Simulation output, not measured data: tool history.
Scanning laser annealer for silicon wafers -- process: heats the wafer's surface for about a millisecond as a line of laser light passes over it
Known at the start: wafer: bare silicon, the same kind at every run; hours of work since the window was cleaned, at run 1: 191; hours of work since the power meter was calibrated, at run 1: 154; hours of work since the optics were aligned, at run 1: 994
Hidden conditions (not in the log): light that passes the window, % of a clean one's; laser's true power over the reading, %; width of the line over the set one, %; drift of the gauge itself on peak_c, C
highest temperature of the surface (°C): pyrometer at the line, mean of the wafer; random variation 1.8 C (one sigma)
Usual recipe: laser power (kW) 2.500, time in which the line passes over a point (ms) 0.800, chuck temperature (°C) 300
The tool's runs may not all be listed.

| run | day | laser power (kW) | time in which the line passes over a point (ms) | chuck temperature (°C) | hours of work since the window was cleaned | hours of work since the power meter was calibrated | hours of work since the optics were aligned | highest temperature of the surface (°C) |
|---|---|---|---|---|---|---|---|---|
| 1 | 0.000 | 2.500 | 0.800 | 300 | 191 | 154 | 994 | 1006 |
| 2 | 0.342 | 2.500 | 0.876 | 300 | 195 | 158 | 997 | 1041 |
| 3 | 0.658 | 2.500 | 0.876 | 300 | 198 | 161 | 1001 | 1040 |
| 4 | 0.971 | 2.500 | 0.786 | 300 | 201 | 164 | 1004 | 996 |
| 5 | 1.375 | 2.500 | 0.786 | 300 | 206 | 169 | 1008 | 997 |
| 6 | 1.733 | 2.649 | 0.800 | 300 | 209 | 172 | 1012 | 1055 |
| 7 | 2.025 | 2.649 | 0.800 | 262 | 212 | 175 | 1015 | 1020 |
| 8 | 2.283 | 2.500 | 0.747 | 300 | 215 | 178 | 1018 | 979 |
| 9 | 2.542 | 2.500 | 0.800 | 300 | 218 | 181 | 1021 | 1007 |
| 10 | 2.825 | 2.595 | 0.800 | 300 | 221 | 184 | 1024 | 1036 |
| 11 | 3.108 | 2.595 | 0.800 | 300 | 224 | 187 | 1027 | 1034 |
| 12 | 3.458 | 2.595 | 0.800 | 300 | 228 | 191 | 1030 | 1036 |
| 13 | 3.788 | 2.417 | 0.800 | 300 | 231 | 194 | 1034 | 976 |
| 14 | 4.104 | 2.417 | 0.800 | 300 | 234 | 198 | 1037 | 976 |
| 15 | 4.296 | 2.417 | 0.800 | 300 | 237 | 200 | 1039 | 976 |
| 16 | 4.521 | 2.500 | 0.800 | 270 | 239 | 202 | 1042 | 973 |
| 17 | 4.800 | 2.687 | 0.800 | 270 | 242 | 205 | 1045 | 1036 |
| 18 | 5.146 | 2.687 | 0.800 | 270 | 246 | 209 | 1048 | 1033 |
| 19 | 5.333 | 2.687 | 0.800 | 270 | 248 | 211 | 1050 | 1036 |
| 20 | 5.525 | 2.687 | 0.800 | 270 | 250 | 213 | 1052 | 1034 |
| 21 | 5.954 | 2.687 | 0.800 | 270 | 254 | 217 | 1057 | 1037 |
| 22 | 6.308 | 2.687 | 0.800 | 270 | 258 | 221 | 1061 | 1037 |
| 23 | 6.633 | 2.687 | 0.800 | 334 | 261 | 224 | 1064 | 1095 |
| 24 | 6.979 | 2.687 | 0.800 | 334 | 265 | 228 | 1068 | 1099 |
| 25 | 7.200 | 2.234 | 0.692 | 272 | 267 | 231 | 1070 | 836 |
| 26 | 7.483 | 2.234 | 0.692 | 272 | 270 | 234 | 1073 | 834 |
| 27 | 7.862 | 2.234 | 0.693 | 272 | 274 | 238 | 1077 | 837 |
| 28 | 8.229 | 2.234 | 0.693 | 272 | 278 | 241 | 1081 | 836 |
|  | 8.454 | optics aligned, line set to its width |
| 29 | 8.842 | 2.234 | 0.693 | 272 | 283 | 246 | 4 | 835 |
| 30 | 9.038 | 2.234 | 0.693 | 272 | 285 | 248 | 6 | 833 |
| 31 | 9.321 | 2.234 | 0.693 | 272 | 288 | 251 | 9 | 837 |
| 32 | 9.567 | 2.231 | 0.632 | 295 | 290 | 253 | 12 | 829 |
| 33 | 9.800 | 2.678 | 0.783 | 279 | 293 | 256 | 14 | 1027 |
| 34 | 10.154 | 2.661 | 0.800 | 300 | 297 | 260 | 18 | 1052 |
|  | 10.725 | optics aligned, line set to its width, once more |
| 35 | 10.742 | 2.661 | 0.800 | 325 | 301 | 264 | 0 | 1095 |
| 36 | 11.088 | 2.459 | 0.625 | 300 | 304 | 267 | 4 | 909 |
| 37 | 11.379 | 2.459 | 0.625 | 300 | 307 | 271 | 7 | 907 |
| 38 | 11.738 | 2.459 | 0.625 | 300 | 311 | 274 | 11 | 910 |
| 39 | 12.125 | 2.459 | 0.625 | 300 | 315 | 278 | 15 | 909 |
| 40 | 12.388 | 2.459 | 0.625 | 300 | 318 | 281 | 18 | 910 |
| 41 | 12.654 | 2.632 | 0.800 | 270 | 321 | 284 | 20 | 1023 |

Predict each of these 3 candidate next runs independently; none follows another, all start after run 41:
| A | 12.992 | 2.424 | 0.624 | 277 | 325 | 288 | 24 | ? |
| B | 12.992 | 2.632 | 0.738 | 295 | 325 | 288 | 24 | ? |
| C | 12.992 | 2.632 | 0.800 | 287 | 325 | 288 | 24 | ? |

| run | highest temperature of the surface (°C) |
|---|---|
| A | 876 |
| B | 1018 |
| C | 1042 |
With no hidden state in the tool, these same runs would have given:
| run | highest temperature of the surface (°C) |
|---|---|
| A | 894 |
| B | 1040 |
| C | 1065 |

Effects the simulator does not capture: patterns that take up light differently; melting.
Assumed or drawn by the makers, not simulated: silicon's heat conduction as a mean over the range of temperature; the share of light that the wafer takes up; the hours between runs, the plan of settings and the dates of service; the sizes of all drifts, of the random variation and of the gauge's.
